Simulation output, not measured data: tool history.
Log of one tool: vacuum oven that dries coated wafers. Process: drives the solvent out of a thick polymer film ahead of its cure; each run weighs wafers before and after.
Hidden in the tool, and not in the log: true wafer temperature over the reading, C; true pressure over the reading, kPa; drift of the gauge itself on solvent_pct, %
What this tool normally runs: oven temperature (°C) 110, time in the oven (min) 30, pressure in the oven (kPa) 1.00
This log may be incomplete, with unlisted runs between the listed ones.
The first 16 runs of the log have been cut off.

| run | hour | oven temperature (°C) | time in the oven (min) | pressure in the oven (kPa) | hours of work since the thermocouples were calibrated | hours of work since the vacuum gauge was cleaned of residue | solvent left in the film (%) |
|---|---|---|---|---|---|---|---|
|  | 459.6 | oven's thermocouples calibrated |
| 17 | 492.4 | 125 | 30 | 1.00 | 15 | 242 | 0.51 |
| 18 | 517.8 | 110 | 49 | 2.21 | 26 | 253 | 1.53 |
| 19 | 552.3 | 110 | 49 | 2.21 | 41 | 269 | 1.49 |
|  | 593.3 | oven's thermocouples calibrated, once more |
| 20 | 593.3 | 117 | 30 | 1.00 | 0 | 286 | 0.91 |
| 21 | 627.8 | 117 | 30 | 1.00 | 15 | 301 | 0.94 |
| 22 | 655.4 | 117 | 21 | 1.00 | 27 | 313 | 1.61 |
| 23 | 682.2 | 109 | 21 | 0.97 | 39 | 325 | 2.53 |
| 24 | 707.8 | 103 | 19 | 3.81 | 51 | 337 | 5.96 |
| 25 | 733.3 | 103 | 19 | 3.81 | 62 | 348 | 5.86 |
| 26 | 762.2 | 116 | 25 | 1.80 | 75 | 361 | 1.68 |
| 27 | 784.6 | 110 | 31 | 2.14 | 85 | 371 | 2.15 |
| 28 | 822.2 | 110 | 31 | 2.14 | 101 | 387 | 2.12 |
| 29 | 843.8 | 110 | 31 | 2.14 | 111 | 397 | 2.17 |
| 30 | 879.2 | 96 | 27 | 2.65 | 127 | 412 | 5.33 |
| 31 | 906.7 | 96 | 27 | 2.65 | 139 | 425 | 5.32 |
| 32 | 946.2 | 123 | 30 | 0.66 | 156 | 442 | 0.50 |
| 33 | 987.1 | 123 | 30 | 0.66 | 174 | 460 | 0.51 |

Predict each of these 3 candidate next runs independently; none follows another, all start after run 33:
| A | 1005.0 | 123 | 31 | 0.66 | 182 | 468 | ? |
| B | 1005.0 | 110 | 30 | 0.68 | 182 | 468 | ? |
| C | 1005.0 | 120 | 41 | 0.57 | 182 | 468 | ? |

| run | solvent left in the film (%) |
|---|---|
| A | 0.49 |
| B | 1.25 |
| C | 0.41 |
Without the tool's unlogged condition, the same runs would have read:
| run | solvent left in the film (%) |
|---|---|
| A | 0.44 |
| B | 1.21 |
| C | 0.34 |
